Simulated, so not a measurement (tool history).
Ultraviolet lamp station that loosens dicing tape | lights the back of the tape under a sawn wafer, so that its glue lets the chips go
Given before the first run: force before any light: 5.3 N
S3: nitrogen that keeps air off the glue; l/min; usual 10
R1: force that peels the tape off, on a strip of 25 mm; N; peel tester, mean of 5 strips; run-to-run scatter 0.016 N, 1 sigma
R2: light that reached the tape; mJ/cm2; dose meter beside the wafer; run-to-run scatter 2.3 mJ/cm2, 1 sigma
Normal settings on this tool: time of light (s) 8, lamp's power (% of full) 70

run 1 hour=0.0 | time_of_light_(s)=8 lamp's_power_(%_of_full)=70 S3=10 | R1=0.857 R2=203
run 2 hour=35.3 | time_of_light_(s)=8 lamp's_power_(%_of_full)=70 S3=10 | R1=0.852 R2=201
run 3 hour=61.2 | time_of_light_(s)=8 lamp's_power_(%_of_full)=70 S3=10 | R1=0.863 R2=200
run 4 hour=84.9 | time_of_light_(s)=8 lamp's_power_(%_of_full)=70 S3=10 | R1=0.909 R2=200
run 5 hour=110.3 | time_of_light_(s)=8 lamp's_power_(%_of_full)=70 S3=10 | R1=0.914 R2=195
run 6 hour=133.9 | time_of_light_(s)=8 lamp's_power_(%_of_full)=70 S3=10 | R1=0.910 R2=195
run 7 hour=152.0 | time_of_light_(s)=8 lamp's_power_(%_of_full)=70 S3=10 | R1=0.922 R2=190
run 8 hour=191.4 | time_of_light_(s)=8 lamp's_power_(%_of_full)=70 S3=10 | R1=0.925 R2=192
run 9 hour=209.0 | time_of_light_(s)=8 lamp's_power_(%_of_full)=70 S3=10 | R1=0.899 R2=189
run 10 hour=225.5 | time_of_light_(s)=8 lamp's_power_(%_of_full)=70 S3=9 | R1=0.957 R2=188
run 11 hour=257.2 | time_of_light_(s)=8 lamp's_power_(%_of_full)=70 S3=9 | R1=0.968 R2=190
run 12 hour=279.6 | time_of_light_(s)=8 lamp's_power_(%_of_full)=70 S3=9 | R1=1.005 R2=180
run 13 hour=301.6 | time_of_light_(s)=8 lamp's_power_(%_of_full)=70 S3=9 | R1=1.029 R2=184
run 14 hour=323.1 | time_of_light_(s)=8 lamp's_power_(%_of_full)=70 S3=9 | R1=1.037 R2=184
-- hour=333.1 window cleaned of glue's vapour
run 15 hour=343.0 | time_of_light_(s)=8 lamp's_power_(%_of_full)=70 S3=4 | R1=1.357 R2=196
run 16 hour=372.0 | time_of_light_(s)=8 lamp's_power_(%_of_full)=70 S3=10 | R1=0.954 R2=192
run 17 hour=398.1 | time_of_light_(s)=8 lamp's_power_(%_of_full)=70 S3=10 | R1=0.921 R2=193
run 18 hour=427.5 | time_of_light_(s)=8 lamp's_power_(%_of_full)=70 S3=10 | R1=0.936 R2=191
run 19 hour=459.5 | time_of_light_(s)=8 lamp's_power_(%_of_full)=70 S3=10 | R1=0.962 R2=187
run 20 hour=479.0 | time_of_light_(s)=8 lamp's_power_(%_of_full)=70 S3=10 | R1=0.979 R2=187
run 21 hour=517.8 | time_of_light_(s)=8 lamp's_power_(%_of_full)=70 S3=10 | R1=0.939 R2=186
run 22 hour=548.3 | time_of_light_(s)=8 lamp's_power_(%_of_full)=70 S3=10 | R1=1.006 R2=179
run 23 hour=569.0 | time_of_light_(s)=8 lamp's_power_(%_of_full)=65 S3=9 | R1=1.168 R2=168
run 24 hour=589.7 | time_of_light_(s)=8 lamp's_power_(%_of_full)=98 S3=14 | R1=0.492 R2=258
run 25 hour=627.0 | time_of_light_(s)=8 lamp's_power_(%_of_full)=98 S3=14 | R1=0.494 R2=251
run 26 hour=645.9 | time_of_light_(s)=13 lamp's_power_(%_of_full)=76 S3=14 | R1=0.361 R2=314
run 27 hour=664.8 | time_of_light_(s)=8 lamp's_power_(%_of_full)=63 S3=16 | R1=0.975 R2=162
run 28 hour=685.5 | time_of_light_(s)=5 lamp's_power_(%_of_full)=60 S3=12 | R1=2.068 R2=92
run 29 hour=714.2 | time_of_light_(s)=7 lamp's_power_(%_of_full)=89 S3=10 | R1=0.899 R2=194
run 30 hour=745.4 | time_of_light_(s)=8 lamp's_power_(%_of_full)=70 S3=10 | R1=1.072 R2=175
run 31 hour=771.7 | time_of_light_(s)=8 lamp's_power_(%_of_full)=70 S3=10 | R1=1.107 R2=171
run 32 hour=810.9 | time_of_light_(s)=6 lamp's_power_(%_of_full)=70 S3=6 | R1=1.934 R2=129
-- hour=827.0 window cleaned of glue's vapour
run 33 hour=851.3 | time_of_light_(s)=6 lamp's_power_(%_of_full)=70 S3=6 | R1=1.730 R2=136
run 34 hour=884.2 | time_of_light_(s)=10 lamp's_power_(%_of_full)=70 S3=18 | R1=0.563 R2=221
run 35 hour=921.8 | time_of_light_(s)=10 lamp's_power_(%_of_full)=70 S3=18 | R1=0.586 R2=215
run 36 hour=958.7 | time_of_light_(s)=6 lamp's_power_(%_of_full)=70 S3=10 | R1=1.544 R2=129
run 37 hour=984.4 | time_of_light_(s)=11 lamp's_power_(%_of_full)=65 S3=17 | R1=0.582 R2=220

The next listed run, before its measurement:
run 38 hour=1006.3 | time_of_light_(s)=8 lamp's_power_(%_of_full)=70 S3=14 | R1=? R2=?

R1: 0.937 N
R2: 172 mJ/cm2
With no hidden state in the tool, this same run would have given R1 0.621 N, R2 221 mJ/cm2.

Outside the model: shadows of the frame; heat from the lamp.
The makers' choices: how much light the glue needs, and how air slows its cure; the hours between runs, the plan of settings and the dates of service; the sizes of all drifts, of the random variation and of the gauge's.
